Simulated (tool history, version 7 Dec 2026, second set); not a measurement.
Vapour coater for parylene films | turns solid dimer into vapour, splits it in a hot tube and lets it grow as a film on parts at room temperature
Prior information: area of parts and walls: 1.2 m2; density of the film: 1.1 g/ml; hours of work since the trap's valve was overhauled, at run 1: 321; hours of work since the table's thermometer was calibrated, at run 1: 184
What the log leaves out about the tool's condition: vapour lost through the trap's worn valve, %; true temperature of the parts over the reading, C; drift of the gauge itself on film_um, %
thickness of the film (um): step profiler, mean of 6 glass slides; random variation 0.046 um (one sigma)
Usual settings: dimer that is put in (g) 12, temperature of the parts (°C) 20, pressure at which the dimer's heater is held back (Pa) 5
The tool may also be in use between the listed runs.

run	day	dimer that is put in (g)	temperature of the parts (°C)	pressure at which the dimer's heater is held back (Pa)	hours of work since the trap's valve was overhauled	hours of work since the table's thermometer was calibrated	thickness of the film (um)
1	0	12	20	5	321	184	4.97
2	0.612	12	20	5	333	197	4.92
3	1.217	12	20	5	345	209	4.94
4	1.592	12	20	7.25	353	216	4.67
5	1.958	12	20	7.25	360	223	4.72
6	2.467	12	20	5	370	234	4.87
7	2.879	12	20	5	378	242	4.75
8	3.479	12	20	5	390	254	4.85
9	4.15	12	20	5	404	267	4.81
10	4.729	12	20	5	415	279	4.85
11	5.529	12	20	5	431	294	4.78
12	6.033	12	20	5	441	305	4.8
13	6.746	12	20	5	455	319	4.84
14	7.2	12	20	5	464	328	4.73
15	7.988	12	20	5	480	343	4.79
16	8.667	12	20	5	493	357	4.73
17	9.121	12	20	5	502	366	4.79
# day 9.958: trap's valve overhauled
18	10.1	15	24	5	3	382	5.46
19	10.883	5	15	2.39	18	398	3.02
20	11.321	16	28	5.16	27	406	4.78
21	12.062	21	22	4.84	42	421	8.43
22	12.612	12	18	10.62	53	432	5.24

Run 23 has not been measured yet. What should we expect?
23	12.958	12	18	10.62	60	439	?

Run 23 yielded thickness of the film (um) 5.28.
Without the tool's hidden state the same run would have given thickness of the film (um) 5.31.
